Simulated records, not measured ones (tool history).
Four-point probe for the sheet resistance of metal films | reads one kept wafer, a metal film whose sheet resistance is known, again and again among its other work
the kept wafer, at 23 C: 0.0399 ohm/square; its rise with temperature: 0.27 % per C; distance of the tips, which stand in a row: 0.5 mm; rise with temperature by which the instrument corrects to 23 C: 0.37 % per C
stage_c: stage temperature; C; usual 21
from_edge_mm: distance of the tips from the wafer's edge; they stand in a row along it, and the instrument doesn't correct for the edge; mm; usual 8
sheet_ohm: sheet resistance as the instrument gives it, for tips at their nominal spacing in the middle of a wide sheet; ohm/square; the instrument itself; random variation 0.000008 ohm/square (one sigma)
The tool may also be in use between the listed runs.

run 1 hour=0 | stage_c=21 from_edge_mm=8 | sheet_ohm=0.040069
run 2 hour=133 | stage_c=21 from_edge_mm=8 | sheet_ohm=0.040062
run 3 hour=259.8 | stage_c=30 from_edge_mm=8 | sheet_ohm=0.039728
run 4 hour=353 | stage_c=30 from_edge_mm=8 | sheet_ohm=0.039736
run 5 hour=471.2 | stage_c=30 from_edge_mm=8 | sheet_ohm=0.039741
run 6 hour=566.4 | stage_c=30 from_edge_mm=8 | sheet_ohm=0.039738
run 7 hour=679.9 | stage_c=30 from_edge_mm=8 | sheet_ohm=0.039743
run 8 hour=748.8 | stage_c=30 from_edge_mm=8 | sheet_ohm=0.039732
run 9 hour=853.1 | stage_c=21 from_edge_mm=8 | sheet_ohm=0.040066
run 10 hour=954.4 | stage_c=25 from_edge_mm=8 | sheet_ohm=0.039901
run 11 hour=1077.2 | stage_c=25 from_edge_mm=8 | sheet_ohm=0.039937
run 12 hour=1133.8 | stage_c=25 from_edge_mm=8 | sheet_ohm=0.039917
run 13 hour=1244.5 | stage_c=32 from_edge_mm=8 | sheet_ohm=0.039666
run 14 hour=1372.4 | stage_c=21 from_edge_mm=10 | sheet_ohm=0.040023
run 15 hour=1437.4 | stage_c=21 from_edge_mm=40 | sheet_ohm=0.039971
run 16 hour=1562.3 | stage_c=19 from_edge_mm=57 | sheet_ohm=0.04005
run 17 hour=1650.4 | stage_c=19 from_edge_mm=38 | sheet_ohm=0.04004
run 18 hour=1739.7 | stage_c=35 from_edge_mm=21 | sheet_ohm=0.039506
run 19 hour=1855.9 | stage_c=20 from_edge_mm=8 | sheet_ohm=0.040092
run 20 hour=1927.3 | stage_c=18 from_edge_mm=40 | sheet_ohm=0.040094
run 21 hour=2063.7 | stage_c=18 from_edge_mm=40 | sheet_ohm=0.04009
run 22 hour=2149.2 | stage_c=30 from_edge_mm=65 | sheet_ohm=0.039663
run 23 hour=2264.9 | stage_c=20 from_edge_mm=7 | sheet_ohm=0.040128
run 24 hour=2389.9 | stage_c=30 from_edge_mm=15 | sheet_ohm=0.039676
run 25 hour=2507.2 | stage_c=19 from_edge_mm=25 | sheet_ohm=0.040049

Taken out of this log: 2 entries between the listed runs. Where each belongs, and how the hidden state differs across it:
Between runs 13 and 14: new probe head fitted (hour 1335.6); stage's thermometer calibrated (hour 1346.1)
  inner tips' distance over the nominal, %: 0.013 -> 0.001; tips' flats over new ones', %: 1 -> 0
